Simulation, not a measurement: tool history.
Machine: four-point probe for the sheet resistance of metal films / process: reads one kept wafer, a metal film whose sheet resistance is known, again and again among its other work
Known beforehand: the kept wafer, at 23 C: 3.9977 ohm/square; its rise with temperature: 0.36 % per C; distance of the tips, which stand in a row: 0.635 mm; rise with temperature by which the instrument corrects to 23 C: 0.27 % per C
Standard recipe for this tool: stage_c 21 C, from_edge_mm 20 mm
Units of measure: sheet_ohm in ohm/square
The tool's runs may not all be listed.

{"run": 1, "hour": 0.0, "stage_c": 21, "from_edge_mm": 20, "sheet_ohm": 3.992714}
{"run": 2, "hour": 32.5, "stage_c": 22, "from_edge_mm": 20, "sheet_ohm": 3.995457}
{"run": 3, "hour": 95.8, "stage_c": 22, "from_edge_mm": 20, "sheet_ohm": 3.996162}
{"run": 4, "hour": 149.9, "stage_c": 22, "from_edge_mm": 20, "sheet_ohm": 3.997337}
{"run": 5, "hour": 196.6, "stage_c": 22, "from_edge_mm": 20, "sheet_ohm": 3.997593}
{"run": 6, "hour": 248.9, "stage_c": 22, "from_edge_mm": 20, "sheet_ohm": 3.994743}
{"run": 7, "hour": 278.6, "stage_c": 21, "from_edge_mm": 16, "sheet_ohm": 3.99319}
{"run": 8, "hour": 332.6, "stage_c": 21, "from_edge_mm": 3, "sheet_ohm": 4.082884}
{"run": 9, "hour": 381.9, "stage_c": 21, "from_edge_mm": 3, "sheet_ohm": 4.086062}
{"run": 10, "hour": 416.6, "stage_c": 21, "from_edge_mm": 20, "sheet_ohm": 3.99319}
{"run": 11, "hour": 461.0, "stage_c": 21, "from_edge_mm": 20, "sheet_ohm": 3.992177}
{"run": 12, "hour": 510.2, "stage_c": 21, "from_edge_mm": 20, "sheet_ohm": 3.99227}
{"run": 13, "hour": 558.2, "stage_c": 21, "from_edge_mm": 20, "sheet_ohm": 3.992845}
{"run": 14, "hour": 593.2, "stage_c": 21, "from_edge_mm": 20, "sheet_ohm": 3.99305}
{"run": 15, "hour": 642.1, "stage_c": 21, "from_edge_mm": 20, "sheet_ohm": 3.991423}
{"run": 16, "hour": 702.7, "stage_c": 21, "from_edge_mm": 20, "sheet_ohm": 3.992447}
{"run": 17, "hour": 737.9, "stage_c": 21, "from_edge_mm": 20, "sheet_ohm": 3.992587}
{"run": 18, "hour": 793.4, "stage_c": 21, "from_edge_mm": 20, "sheet_ohm": 3.992676}
{"run": 19, "hour": 838.0, "stage_c": 27, "from_edge_mm": 20, "sheet_ohm": 4.015214}
{"run": 20, "hour": 897.1, "stage_c": 27, "from_edge_mm": 20, "sheet_ohm": 4.015698}
{"run": 21, "hour": 962.9, "stage_c": 19, "from_edge_mm": 20, "sheet_ohm": 3.985028}
{"run": 22, "hour": 1005.9, "stage_c": 19, "from_edge_mm": 20, "sheet_ohm": 3.984755}
{"run": 23, "hour": 1036.2, "stage_c": 27, "from_edge_mm": 8, "sheet_ohm": 4.027089}
{"run": 24, "hour": 1090.7, "stage_c": 27, "from_edge_mm": 8, "sheet_ohm": 4.025996}
{"run": 25, "hour": 1153.4, "stage_c": 31, "from_edge_mm": 8, "sheet_ohm": 4.041164}
{"run": 26, "hour": 1193.8, "stage_c": 19, "from_edge_mm": 6, "sheet_ohm": 4.007045}
{"run": 27, "hour": 1225.5, "stage_c": 32, "from_edge_mm": 12, "sheet_ohm": 4.035868}
{"run": 28, "hour": 1263.9, "stage_c": 19, "from_edge_mm": 62, "sheet_ohm": 3.9825}
{"run": 29, "hour": 1292.7, "stage_c": 31, "from_edge_mm": 6, "sheet_ohm": 4.05278}
{"run": 30, "hour": 1342.9, "stage_c": 22, "from_edge_mm": 16, "sheet_ohm": 3.997191}
{"run": 31, "hour": 1400.6, "stage_c": 24, "from_edge_mm": 19, "sheet_ohm": 4.002963}
{"run": 32, "hour": 1435.5, "stage_c": 24, "from_edge_mm": 19, "sheet_ohm": 4.004842}
{"run": 33, "hour": 1463.3, "stage_c": 21, "from_edge_mm": 34, "sheet_ohm": 3.991306}
{"run": 34, "hour": 1529.4, "stage_c": 23, "from_edge_mm": 7, "sheet_ohm": 4.015498}
{"run": 35, "hour": 1587.2, "stage_c": 23, "from_edge_mm": 7, "sheet_ohm": 4.016076}
{"run": 36, "hour": 1636.4, "stage_c": 20, "from_edge_mm": 52, "sheet_ohm": 3.988051}
{"run": 37, "hour": 1701.2, "stage_c": 33, "from_edge_mm": 4, "sheet_ohm": 4.088598}
{"run": 38, "hour": 1738.2, "stage_c": 31, "from_edge_mm": 20, "sheet_ohm": 4.028769}
{"run": 39, "hour": 1799.8, "stage_c": 23, "from_edge_mm": 18, "sheet_ohm": 4.000997}
{"run": 40, "hour": 1853.7, "stage_c": 21, "from_edge_mm": 22, "sheet_ohm": 3.991149}
{"run": 41, "hour": 1919.6, "stage_c": 19, "from_edge_mm": 18, "sheet_ohm": 3.986592}
{"run": 42, "hour": 1957.2, "stage_c": 29, "from_edge_mm": 37, "sheet_ohm": 4.020909}
{"run": 43, "hour": 1988.7, "stage_c": 31, "from_edge_mm": 4, "sheet_ohm": 4.081068}
{"run": 44, "hour": 2028.3, "stage_c": 31, "from_edge_mm": 17, "sheet_ohm": 4.032045}

Not shown: 1 entry that the log had between the listed runs. Between which runs, and how does the tool's hidden state differ before and after?
Runs 29 to 30: stage's thermometer calibrated (hour 1312.4)
  inner tips' distance over the nominal, %: 0.002 -> 0.003; wafer's true temperature over the reading, C: 0.01 -> 0
